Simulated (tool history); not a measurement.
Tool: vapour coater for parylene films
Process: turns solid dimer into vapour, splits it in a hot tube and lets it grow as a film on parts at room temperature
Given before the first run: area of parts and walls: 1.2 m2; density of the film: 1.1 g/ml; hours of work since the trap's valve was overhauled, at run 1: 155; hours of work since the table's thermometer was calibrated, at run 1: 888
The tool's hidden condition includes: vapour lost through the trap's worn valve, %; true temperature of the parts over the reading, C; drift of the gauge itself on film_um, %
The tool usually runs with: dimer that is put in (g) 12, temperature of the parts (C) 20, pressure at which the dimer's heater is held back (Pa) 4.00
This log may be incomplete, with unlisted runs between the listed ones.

| run | hour | dimer that is put in (g) | temperature of the parts (C) | pressure at which the dimer's heater is held back (Pa) | hours of work since the trap's valve was overhauled | hours of work since the table's thermometer was calibrated | thickness of the film (µm) |
|---|---|---|---|---|---|---|---|
| 1 | 0.0 | 12 | 20 | 4.00 | 155 | 888 | 6.85 |
| 2 | 49.4 | 22 | 20 | 4.00 | 190 | 924 | 12.71 |
|  | 82.8 | trap's valve overhauled |
| 3 | 102.2 | 22 | 20 | 4.00 | 14 | 959 | 13.09 |
| 4 | 158.0 | 15 | 20 | 4.00 | 54 | 1000 | 8.74 |
| 5 | 202.5 | 15 | 20 | 4.00 | 87 | 1032 | 8.81 |
| 6 | 247.0 | 9 | 20 | 4.00 | 119 | 1064 | 5.13 |
| 7 | 294.5 | 9 | 20 | 4.00 | 153 | 1099 | 5.12 |
| 8 | 346.1 | 9 | 20 | 4.00 | 191 | 1136 | 4.95 |
|  | 376.5 | trap's valve overhauled |
| 9 | 397.9 | 12 | 20 | 4.00 | 15 | 1171 | 7.05 |
| 10 | 421.8 | 12 | 20 | 4.00 | 33 | 1188 | 7.17 |
| 11 | 470.6 | 12 | 20 | 4.00 | 68 | 1223 | 7.04 |
| 12 | 502.0 | 12 | 20 | 6.69 | 91 | 1246 | 6.59 |
| 13 | 527.6 | 12 | 20 | 4.00 | 109 | 1265 | 7.00 |
| 14 | 566.8 | 12 | 20 | 4.00 | 138 | 1293 | 6.88 |
| 15 | 591.7 | 12 | 20 | 10.00 | 156 | 1311 | 6.21 |
| 16 | 645.1 | 15 | 20 | 4.00 | 195 | 1350 | 8.53 |
|  | 673.4 | trap's valve overhauled |
| 17 | 674.2 | 15 | 20 | 4.00 | 1 | 1368 | 8.86 |
| 18 | 727.6 | 12 | 20 | 4.00 | 39 | 1407 | 7.06 |
| 19 | 778.6 | 12 | 25 | 4.00 | 76 | 1444 | 6.10 |
| 20 | 835.2 | 12 | 25 | 4.00 | 117 | 1485 | 5.94 |
|  | 839.4 | table's thermometer calibrated |
| 21 | 872.2 | 12 | 20 | 4.00 | 143 | 24 | 7.04 |
| 22 | 921.7 | 12 | 20 | 4.00 | 179 | 60 | 6.81 |
|  | 971.8 | trap's valve overhauled |
| 23 | 971.8 | 12 | 20 | 4.00 | 0 | 93 | 7.34 |
| 24 | 1027.4 | 12 | 28 | 10.55 | 40 | 133 | 5.01 |
|  | 1065.5 | table's thermometer calibrated, once more |
| 25 | 1070.2 | 19 | 15 | 7.43 | 71 | 3 | 11.87 |
| 26 | 1122.7 | 6 | 18 | 2.91 | 109 | 41 | 3.81 |
| 27 | 1153.6 | 6 | 18 | 2.91 | 131 | 64 | 3.71 |
| 28 | 1209.0 | 21 | 25 | 4.00 | 171 | 104 | 10.04 |
| 29 | 1239.9 | 17 | 12 | 4.27 | 193 | 126 | 11.91 |
|  | 1269.9 | trap's valve overhauled |
| 30 | 1292.4 | 7 | 15 | 6.71 | 16 | 161 | 4.51 |
| 31 | 1344.2 | 7 | 15 | 6.71 | 54 | 199 | 4.50 |
| 32 | 1368.1 | 7 | 15 | 6.71 | 71 | 216 | 4.47 |
| 33 | 1409.0 | 12 | 14 | 3.12 | 101 | 246 | 8.54 |
| 34 | 1434.3 | 19 | 14 | 2.16 | 119 | 264 | 13.55 |
| 35 | 1480.1 | 19 | 14 | 2.16 | 152 | 297 | 13.37 |
| 36 | 1534.0 | 12 | 29 | 4.00 | 191 | 337 | 5.02 |
|  | 1563.5 | trap's valve overhauled |
| 37 | 1580.0 | 7 | 20 | 4.00 | 12 | 367 | 4.18 |
| 38 | 1609.7 | 6 | 20 | 3.60 | 33 | 389 | 3.58 |
| 39 | 1637.8 | 6 | 20 | 3.60 | 54 | 409 | 3.63 |
| 40 | 1696.3 | 6 | 20 | 3.60 | 96 | 451 | 3.44 |
| 41 | 1721.3 | 6 | 20 | 3.60 | 114 | 469 | 3.56 |
| 42 | 1775.0 | 6 | 30 | 11.29 | 153 | 508 | 2.20 |
| 43 | 1810.7 | 22 | 32 | 4.00 | 179 | 534 | 8.47 |
|  | 1857.7 | trap's valve overhauled |
| 44 | 1871.5 | 22 | 20 | 11.70 | 10 | 575 | 11.34 |
| 45 | 1908.5 | 15 | 29 | 4.00 | 37 | 602 | 6.67 |

For each entry between runs, how does the tool's hidden state at the last listed run before it compare with that at the first listed run after it?
Run 2 -> run 3: trap's valve overhauled (hour 82.8)
  vapour lost through the trap's worn valve, %: 5.2 -> 1.1
  measured result minus the result with no hidden state, thickness of the film (µm): -0.65 -> -0.09
Run 8 -> run 9: trap's valve overhauled (hour 376.5)
  vapour lost through the trap's worn valve, %: 6.3 -> 0.6; true temperature of the parts over the reading, C: -0.18 -> -0.19
  measured result minus the result with no hidden state, thickness of the film (µm): -0.31 -> +0.00
Run 16 -> run 17: trap's valve overhauled (hour 673.4)
  vapour lost through the trap's worn valve, %: 5.9 -> 0.2
  measured result minus the result with no hidden state, thickness of the film (µm): -0.47 -> +0.04
Run 20 -> run 21: table's thermometer calibrated (hour 839.4)
  vapour lost through the trap's worn valve, %: 3.7 -> 4.5; true temperature of the parts over the reading, C: -0.25 -> -0.4
  measured result minus the result with no hidden state, thickness of the film (µm): -0.17 -> -0.23
Run 22 -> run 23: trap's valve overhauled (hour 971.8)
  vapour lost through the trap's worn valve, %: 5.4 -> 0.5; true temperature of the parts over the reading, C: -0.41 -> -0.42
  measured result minus the result with no hidden state, thickness of the film (µm): -0.30 -> +0.06
Run 24 -> run 25: table's thermometer calibrated, once more (hour 1065.5)
  vapour lost through the trap's worn valve, %: 1.7 -> 2.7; true temperature of the parts over the reading, C: -0.43 -> 0.09
  measured result minus the result with no hidden state, thickness of the film (µm): -0.02 -> -0.36
Run 29 -> run 30: trap's valve overhauled (hour 1269.9)
  vapour lost through the trap's worn valve, %: 6.4 -> 1
  measured result minus the result with no hidden state, thickness of the film (µm): -0.81 -> -0.06
Run 36 -> run 37: trap's valve overhauled (hour 1563.5)
  vapour lost through the trap's worn valve, %: 5.9 -> 0.4
  measured result minus the result with no hidden state, thickness of the film (µm): -0.33 -> -0.02
Run 43 -> run 44: trap's valve overhauled (hour 1857.7)
  vapour lost through the trap's worn valve, %: 5.2 -> 0.5; true temperature of the parts over the reading, C: -0.01 -> -0.02
  measured result minus the result with no hidden state, thickness of the film (µm): -0.46 -> -0.04
